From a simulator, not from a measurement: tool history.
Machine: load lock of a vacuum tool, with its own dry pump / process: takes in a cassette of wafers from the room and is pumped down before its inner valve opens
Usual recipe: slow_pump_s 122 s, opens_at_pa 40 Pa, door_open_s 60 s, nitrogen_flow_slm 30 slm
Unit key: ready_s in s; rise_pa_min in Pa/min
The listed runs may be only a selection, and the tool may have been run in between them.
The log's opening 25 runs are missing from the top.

run,hour,slow_pump_s,opens_at_pa,door_open_s,nitrogen_flow_slm,"incoming humidity of the room's air, %",ready_s,rise_pa_min
26,13890.2,122,65,60,30,47.7,185.8,0.026
27,14500.2,122,40,227,30,46.4,191.7,0.064
28,15149.5,217,60,39,4,44.1,256.9,0.032
29,15508.9,122,73,79,30,44.2,183.9,0.027
30,16127.3,122,40,60,21,41.8,190.9,0.025
31,16485.6,122,40,60,21,46.2,188.8,0.029
32,17156.1,122,40,60,21,47.6,190.8,0.033
33,17609.1,122,29,106,32,48.2,195.1,0.033
34,18282.9,77,40,167,16,46.7,158,0.072
35,18611.7,62,57,118,30,45.9,141.8,0.038
36,19063.3,62,57,118,30,45.3,141.4,0.041

Branching from run 36: 4 alternative next runs. What would each branch give?
# hour 19117.6: dry pump taken out, an overhauled one fitted
A,19375.9,62,57,89,6,43.8,?,?
# hour 19117.6: dry pump taken out, an overhauled one fitted
B,19375.9,62,39,118,31,45,?,?
# hour 19117.6: dry pump taken out, an overhauled one fitted
C,19375.9,200,29,93,30,45.3,?,?
# hour 19117.6: dry pump taken out, an overhauled one fitted
D,19375.9,62,57,202,30,45.5,?,?

run,ready_s,rise_pa_min
A,140.8,0.063
B,146.3,0.038
C,252.1,0.037
D,139,0.06
Stripped of hidden state, with their random variation kept, the same runs would have yielded:
run,ready_s,rise_pa_min
A,140.8,0.062
B,146.3,0.037
C,252.1,0.035
D,139,0.059

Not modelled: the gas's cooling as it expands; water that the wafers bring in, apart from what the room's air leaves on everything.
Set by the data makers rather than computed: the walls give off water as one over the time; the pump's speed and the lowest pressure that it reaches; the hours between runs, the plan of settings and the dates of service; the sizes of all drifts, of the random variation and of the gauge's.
